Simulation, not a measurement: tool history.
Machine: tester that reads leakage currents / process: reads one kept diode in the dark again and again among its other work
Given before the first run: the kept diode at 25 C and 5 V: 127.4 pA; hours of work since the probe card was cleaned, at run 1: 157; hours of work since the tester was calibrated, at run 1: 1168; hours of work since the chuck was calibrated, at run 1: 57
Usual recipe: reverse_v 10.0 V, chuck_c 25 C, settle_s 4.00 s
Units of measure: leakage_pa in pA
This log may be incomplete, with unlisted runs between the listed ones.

run     day  reverse_v  chuck_c  settle_s  hours of work since the probe card was cleaned  hours of work since the tester was calibrated  hours of work since the chuck was calibrated  leakage_pa
  1   0.000       10.0       25      4.00                                             157                                           1168                                            57      172.09
  2   3.246       10.0       25      4.00                                             209                                           1220                                           109      174.97
  3   6.862       10.0       25      4.00                                             266                                           1278                                           167      177.21
  4  13.550       10.0       34      4.00                                             373                                           1385                                           274      359.32
  5  18.912       10.0       34      4.00                                             459                                           1471                                           360      366.52
  6  25.471       10.0       34      4.00                                             564                                           1576                                           465      375.22
  7  29.058       10.0       23      0.33                                             622                                           1633                                           522      176.74
  8  36.488       10.0       23      0.33                                             741                                           1752                                           641      183.44
  9  42.054       10.0       23      0.33                                             830                                           1842                                           730      185.96
 10  48.083       10.0       23      0.44                                             926                                           1938                                           827      188.90

Selected run-to-run steps in leakage_pa, each split into two signed amounts: the part the tool would show with no hidden state at all (from settings, incoming material and random variation), and the remainder, which goes to the hidden state together with any gauge scatter not common to the measured and the hidden-state-free results:
Hidden state at play: stray current of the dirty probe card, pA a volt; current scale over the true one, %; true chuck temperature over the reading, C; drift of the gauge itself on leakage_pa, %.
Run 3 -> 4: chuck_c 25 -> 34. leakage_pa +182.11 pA: hidden state +13.05, all else +169.06.
Run 6 -> 7: chuck_c 34 -> 23, settle_s 4.00 -> 0.33. leakage_pa -198.48 pA: hidden state -12.17, all else -186.31.
